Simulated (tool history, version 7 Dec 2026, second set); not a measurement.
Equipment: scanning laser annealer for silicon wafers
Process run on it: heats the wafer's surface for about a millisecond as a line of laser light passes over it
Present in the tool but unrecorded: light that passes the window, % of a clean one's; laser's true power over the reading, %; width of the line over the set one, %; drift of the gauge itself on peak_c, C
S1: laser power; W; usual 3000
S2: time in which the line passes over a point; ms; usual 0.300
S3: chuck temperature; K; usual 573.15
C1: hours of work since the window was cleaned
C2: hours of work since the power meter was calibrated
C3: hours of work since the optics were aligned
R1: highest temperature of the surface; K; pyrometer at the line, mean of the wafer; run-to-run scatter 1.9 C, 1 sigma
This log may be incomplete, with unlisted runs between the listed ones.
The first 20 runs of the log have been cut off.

{"run": 21, "hour": 225.4, "S1": 3000, "S2": 0.344, "S3": 541.15, "C1": 460, "C2": 194, "C3": 11, "R1": 1416.15}
{"run": 22, "hour": 237.3, "S1": 2772, "S2": 0.279, "S3": 541.15, "C1": 469, "C2": 203, "C3": 20, "R1": 1235.15}
{"run": 23, "hour": 247.1, "S1": 3275, "S2": 0.279, "S3": 550.15, "C1": 476, "C2": 211, "C3": 27, "R1": 1419.15}
{"run": 24, "hour": 254.7, "S1": 3236, "S2": 0.268, "S3": 538.15, "C1": 482, "C2": 216, "C3": 33, "R1": 1372.15}
{"run": 25, "hour": 266.5, "S1": 3030, "S2": 0.212, "S3": 609.15, "C1": 491, "C2": 225, "C3": 42, "R1": 1273.15}
{"run": 26, "hour": 282.9, "S1": 3000, "S2": 0.314, "S3": 610.15, "C1": 503, "C2": 238, "C3": 55, "R1": 1431.15}
{"run": 27, "hour": 290.2, "S1": 3171, "S2": 0.247, "S3": 560.15, "C1": 509, "C2": 243, "C3": 60, "R1": 1331.15}
{"run": 28, "hour": 301.3, "S1": 2888, "S2": 0.211, "S3": 560.15, "C1": 517, "C2": 252, "C3": 69, "R1": 1180.15}

Run 29 is up next; what results do you expect?
{"run": 29, "hour": 312.6, "S1": 3000, "S2": 0.212, "S3": 589.15, "C1": 526, "C2": 260, "C3": 77, "R1": "?"}

R1: 1240.15 K
On a tool with no hidden condition, and with the same random variation, this run would have come out at R1 1269.15 K.

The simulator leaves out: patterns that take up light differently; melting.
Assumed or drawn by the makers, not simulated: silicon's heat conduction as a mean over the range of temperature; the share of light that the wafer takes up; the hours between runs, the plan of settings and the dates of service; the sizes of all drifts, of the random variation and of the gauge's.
